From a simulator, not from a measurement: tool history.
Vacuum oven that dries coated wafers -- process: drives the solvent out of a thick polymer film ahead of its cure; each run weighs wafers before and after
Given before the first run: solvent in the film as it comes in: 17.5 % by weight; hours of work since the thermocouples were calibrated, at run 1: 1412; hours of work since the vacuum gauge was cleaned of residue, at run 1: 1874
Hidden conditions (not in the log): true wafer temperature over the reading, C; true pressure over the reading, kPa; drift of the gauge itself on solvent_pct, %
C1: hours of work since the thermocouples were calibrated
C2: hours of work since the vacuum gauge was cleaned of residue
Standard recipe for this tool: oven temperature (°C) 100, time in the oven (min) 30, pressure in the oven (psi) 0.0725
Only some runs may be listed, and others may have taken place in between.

run 1 day=0.000 | oven_temperature_(°C)=100 time_in_the_oven_(min)=30 pressure_in_the_oven_(psi)=0.0725 | C1=1412 C2=1874 | solvent_left_in_the_film_(%)=0.74
run 2 day=2.833 | oven_temperature_(°C)=100 time_in_the_oven_(min)=30 pressure_in_the_oven_(psi)=0.0725 | C1=1440 C2=1902 | solvent_left_in_the_film_(%)=0.77
-- day=4.492 oven's thermocouples calibrated
run 3 day=5.538 | oven_temperature_(°C)=100 time_in_the_oven_(min)=30 pressure_in_the_oven_(psi)=0.0586 | C1=10 C2=1927 | solvent_left_in_the_film_(%)=0.96
run 4 day=9.721 | oven_temperature_(°C)=100 time_in_the_oven_(min)=30 pressure_in_the_oven_(psi)=0.0586 | C1=51 C2=1968 | solvent_left_in_the_film_(%)=1.08
run 5 day=13.521 | oven_temperature_(°C)=100 time_in_the_oven_(min)=30 pressure_in_the_oven_(psi)=0.0725 | C1=88 C2=2005 | solvent_left_in_the_film_(%)=1.04
run 6 day=17.896 | oven_temperature_(°C)=100 time_in_the_oven_(min)=30 pressure_in_the_oven_(psi)=0.0725 | C1=130 C2=2047 | solvent_left_in_the_film_(%)=0.97
run 7 day=21.292 | oven_temperature_(°C)=100 time_in_the_oven_(min)=30 pressure_in_the_oven_(psi)=0.0725 | C1=163 C2=2080 | solvent_left_in_the_film_(%)=0.96
run 8 day=24.108 | oven_temperature_(°C)=100 time_in_the_oven_(min)=30 pressure_in_the_oven_(psi)=0.0725 | C1=190 C2=2107 | solvent_left_in_the_film_(%)=1.06
run 9 day=27.338 | oven_temperature_(°C)=103 time_in_the_oven_(min)=30 pressure_in_the_oven_(psi)=0.0725 | C1=222 C2=2139 | solvent_left_in_the_film_(%)=0.73
run 10 day=29.379 | oven_temperature_(°C)=103 time_in_the_oven_(min)=17 pressure_in_the_oven_(psi)=0.0725 | C1=241 C2=2158 | solvent_left_in_the_film_(%)=1.96
run 11 day=32.921 | oven_temperature_(°C)=100 time_in_the_oven_(min)=21 pressure_in_the_oven_(psi)=0.0725 | C1=276 C2=2193 | solvent_left_in_the_film_(%)=1.83
run 12 day=35.533 | oven_temperature_(°C)=100 time_in_the_oven_(min)=21 pressure_in_the_oven_(psi)=0.0725 | C1=301 C2=2218 | solvent_left_in_the_film_(%)=1.89
run 13 day=38.288 | oven_temperature_(°C)=100 time_in_the_oven_(min)=30 pressure_in_the_oven_(psi)=0.1046 | C1=328 C2=2245 | solvent_left_in_the_film_(%)=1.05
run 14 day=43.088 | oven_temperature_(°C)=100 time_in_the_oven_(min)=16 pressure_in_the_oven_(psi)=0.0725 | C1=374 C2=2291 | solvent_left_in_the_film_(%)=2.81
run 15 day=45.438 | oven_temperature_(°C)=88 time_in_the_oven_(min)=16 pressure_in_the_oven_(psi)=0.0725 | C1=397 C2=2314 | solvent_left_in_the_film_(%)=6.21
run 16 day=47.700 | oven_temperature_(°C)=88 time_in_the_oven_(min)=16 pressure_in_the_oven_(psi)=0.0725 | C1=419 C2=2336 | solvent_left_in_the_film_(%)=6.20
run 17 day=50.492 | oven_temperature_(°C)=88 time_in_the_oven_(min)=16 pressure_in_the_oven_(psi)=0.0725 | C1=446 C2=2363 | solvent_left_in_the_film_(%)=6.28
run 18 day=54.988 | oven_temperature_(°C)=88 time_in_the_oven_(min)=16 pressure_in_the_oven_(psi)=0.0725 | C1=490 C2=2407 | solvent_left_in_the_film_(%)=6.34
-- day=57.096 vacuum gauge cleaned of residue and calibrated
run 19 day=57.296 | oven_temperature_(°C)=88 time_in_the_oven_(min)=16 pressure_in_the_oven_(psi)=0.0725 | C1=512 C2=2 | solvent_left_in_the_film_(%)=5.84
run 20 day=59.938 | oven_temperature_(°C)=111 time_in_the_oven_(min)=23 pressure_in_the_oven_(psi)=0.0725 | C1=537 C2=28 | solvent_left_in_the_film_(%)=0.21
run 21 day=62.558 | oven_temperature_(°C)=111 time_in_the_oven_(min)=23 pressure_in_the_oven_(psi)=0.0947 | C1=563 C2=53 | solvent_left_in_the_film_(%)=0.25
run 22 day=66.279 | oven_temperature_(°C)=95 time_in_the_oven_(min)=29 pressure_in_the_oven_(psi)=0.1105 | C1=599 C2=89 | solvent_left_in_the_film_(%)=1.46
run 23 day=69.733 | oven_temperature_(°C)=89 time_in_the_oven_(min)=30 pressure_in_the_oven_(psi)=0.2776 | C1=632 C2=123 | solvent_left_in_the_film_(%)=3.16
run 24 day=74.396 | oven_temperature_(°C)=110 time_in_the_oven_(min)=17 pressure_in_the_oven_(psi)=0.0611 | C1=677 C2=168 | solvent_left_in_the_film_(%)=0.55
run 25 day=79.188 | oven_temperature_(°C)=110 time_in_the_oven_(min)=17 pressure_in_the_oven_(psi)=0.0611 | C1=724 C2=214 | solvent_left_in_the_film_(%)=0.62
run 26 day=83.217 | oven_temperature_(°C)=92 time_in_the_oven_(min)=39 pressure_in_the_oven_(psi)=0.0515 | C1=763 C2=253 | solvent_left_in_the_film_(%)=1.06
run 27 day=87.817 | oven_temperature_(°C)=100 time_in_the_oven_(min)=24 pressure_in_the_oven_(psi)=0.0725 | C1=808 C2=298 | solvent_left_in_the_film_(%)=1.11
run 28 day=90.238 | oven_temperature_(°C)=100 time_in_the_oven_(min)=24 pressure_in_the_oven_(psi)=0.0725 | C1=831 C2=321 | solvent_left_in_the_film_(%)=1.10
run 29 day=93.375 | oven_temperature_(°C)=109 time_in_the_oven_(min)=39 pressure_in_the_oven_(psi)=0.2587 | C1=861 C2=352 | solvent_left_in_the_film_(%)=0.47
run 30 day=97.192 | oven_temperature_(°C)=109 time_in_the_oven_(min)=39 pressure_in_the_oven_(psi)=0.1140 | C1=898 C2=389 | solvent_left_in_the_film_(%)=0.28
run 31 day=102.008 | oven_temperature_(°C)=110 time_in_the_oven_(min)=16 pressure_in_the_oven_(psi)=0.0489 | C1=945 C2=436 | solvent_left_in_the_film_(%)=0.72
run 32 day=105.758 | oven_temperature_(°C)=88 time_in_the_oven_(min)=18 pressure_in_the_oven_(psi)=0.1308 | C1=982 C2=472 | solvent_left_in_the_film_(%)=5.36
run 33 day=108.946 | oven_temperature_(°C)=100 time_in_the_oven_(min)=22 pressure_in_the_oven_(psi)=0.1201 | C1=1012 C2=503 | solvent_left_in_the_film_(%)=1.41
run 34 day=112.962 | oven_temperature_(°C)=100 time_in_the_oven_(min)=22 pressure_in_the_oven_(psi)=0.1201 | C1=1051 C2=542 | solvent_left_in_the_film_(%)=1.39
run 35 day=116.162 | oven_temperature_(°C)=104 time_in_the_oven_(min)=21 pressure_in_the_oven_(psi)=0.0956 | C1=1082 C2=573 | solvent_left_in_the_film_(%)=0.87
run 36 day=119.050 | oven_temperature_(°C)=88 time_in_the_oven_(min)=27 pressure_in_the_oven_(psi)=0.1317 | C1=1110 C2=601 | solvent_left_in_the_film_(%)=3.27

Predict each of these 5 candidate next runs independently; none follows another, all start after run 36:
run A day=123.454 | oven_temperature_(°C)=105 time_in_the_oven_(min)=28 pressure_in_the_oven_(psi)=0.1175 | C1=1153 C2=644 | solvent_left_in_the_film_(%)=?
run B day=123.454 | oven_temperature_(°C)=100 time_in_the_oven_(min)=30 pressure_in_the_oven_(psi)=0.1105 | C1=1153 C2=644 | solvent_left_in_the_film_(%)=?
run C day=123.454 | oven_temperature_(°C)=100 time_in_the_oven_(min)=27 pressure_in_the_oven_(psi)=0.1317 | C1=1153 C2=644 | solvent_left_in_the_film_(%)=?
run D day=123.454 | oven_temperature_(°C)=90 time_in_the_oven_(min)=43 pressure_in_the_oven_(psi)=0.2281 | C1=1153 C2=644 | solvent_left_in_the_film_(%)=?
run E day=123.454 | oven_temperature_(°C)=100 time_in_the_oven_(min)=34 pressure_in_the_oven_(psi)=0.1020 | C1=1153 C2=644 | solvent_left_in_the_film_(%)=?

run=A solvent_left_in_the_film_(%)=0.49
run=B solvent_left_in_the_film_(%)=0.68
run=C solvent_left_in_the_film_(%)=0.95
run=D solvent_left_in_the_film_(%)=1.60
run=E solvent_left_in_the_film_(%)=0.57
Had the tool no hidden state, the same runs would have come out as:
run=A solvent_left_in_the_film_(%)=0.50
run=B solvent_left_in_the_film_(%)=0.74
run=C solvent_left_in_the_film_(%)=1.05
run=D solvent_left_in_the_film_(%)=1.73
run=E solvent_left_in_the_film_(%)=0.59

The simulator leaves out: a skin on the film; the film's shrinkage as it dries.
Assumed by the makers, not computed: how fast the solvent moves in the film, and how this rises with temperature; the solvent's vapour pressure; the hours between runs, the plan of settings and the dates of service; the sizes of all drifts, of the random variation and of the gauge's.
